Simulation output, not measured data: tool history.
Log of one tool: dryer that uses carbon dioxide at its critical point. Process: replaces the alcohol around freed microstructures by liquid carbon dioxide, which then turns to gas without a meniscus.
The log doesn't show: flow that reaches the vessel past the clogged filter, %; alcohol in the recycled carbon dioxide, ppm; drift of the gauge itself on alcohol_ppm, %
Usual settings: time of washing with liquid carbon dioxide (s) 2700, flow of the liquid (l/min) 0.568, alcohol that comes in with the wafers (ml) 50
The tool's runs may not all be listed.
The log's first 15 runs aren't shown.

| run | hour | time of washing with liquid carbon dioxide (s) | flow of the liquid (l/min) | alcohol that comes in with the wafers (ml) | hours of work since the filter was changed | hours of work since the purifier's bed was changed | alcohol left in the vessel before it's heated (ppm by volume) |
|---|---|---|---|---|---|---|---|
| 16 | 182.0 | 2700 | 0.568 | 50 | 63 | 331 | 126 |
| 17 | 192.1 | 2700 | 0.568 | 50 | 68 | 335 | 131 |
| 18 | 201.6 | 4020 | 0.568 | 50 | 72 | 340 | 91 |
| 19 | 217.8 | 2700 | 0.511 | 50 | 80 | 348 | 151 |
| 20 | 227.5 | 2700 | 0.511 | 50 | 85 | 352 | 149 |
| 21 | 244.4 | 2220 | 0.812 | 21 | 93 | 360 | 97 |
| 22 | 259.8 | 2820 | 0.812 | 76 | 100 | 368 | 106 |
| 23 | 266.9 | 3000 | 0.352 | 27 | 103 | 371 | 220 |
| 24 | 276.7 | 2280 | 0.633 | 50 | 108 | 376 | 149 |
| 25 | 285.4 | 2280 | 0.633 | 50 | 112 | 380 | 161 |
| 26 | 297.9 | 2700 | 0.367 | 50 | 118 | 386 | 396 |
| 27 | 313.7 | 3300 | 0.568 | 50 | 125 | 393 | 117 |
| 28 | 325.2 | 1860 | 0.359 | 46 | 131 | 399 | 1006 |
| 29 | 336.7 | 2460 | 0.368 | 61 | 136 | 404 | 611 |
| 30 | 348.3 | 2460 | 0.368 | 61 | 142 | 410 | 599 |
| 31 | 363.9 | 4080 | 0.739 | 56 | 149 | 417 | 117 |
| 32 | 372.4 | 4080 | 0.739 | 56 | 153 | 421 | 115 |
| 33 | 389.6 | 4080 | 0.739 | 56 | 162 | 429 | 119 |
| 34 | 396.7 | 4080 | 0.739 | 56 | 165 | 433 | 112 |
| 35 | 406.2 | 2340 | 0.926 | 56 | 169 | 437 | 112 |
| 36 | 418.1 | 2340 | 0.408 | 72 | 175 | 443 | 590 |
| 37 | 427.1 | 2340 | 0.408 | 72 | 179 | 447 | 598 |
| 38 | 435.9 | 2940 | 0.390 | 119 | 184 | 451 | 509 |
| 39 | 453.2 | 2100 | 0.390 | 45 | 192 | 459 | 614 |
| 40 | 461.0 | 1980 | 0.913 | 21 | 195 | 463 | 136 |

4 ways to go on from here, each from the tool as it stands after run 40. What would each give?
| A | 472.9 | 2160 | 0.468 | 21 | 201 | 469 | ? |
| B | 472.9 | 2040 | 0.568 | 50 | 201 | 469 | ? |
| C | 472.9 | 3060 | 0.568 | 50 | 201 | 469 | ? |
| D | 472.9 | 2400 | 0.913 | 21 | 201 | 469 | ? |

| run | alcohol left in the vessel before it's heated (ppm by volume) |
|---|---|
| A | 236 |
| B | 293 |
| C | 151 |
| D | 125 |
Without the tool's hidden state the same runs would have given:
| run | alcohol left in the vessel before it's heated (ppm by volume) |
|---|---|
| A | 95 |
| B | 139 |
| C | 22 |
| D | 6 |
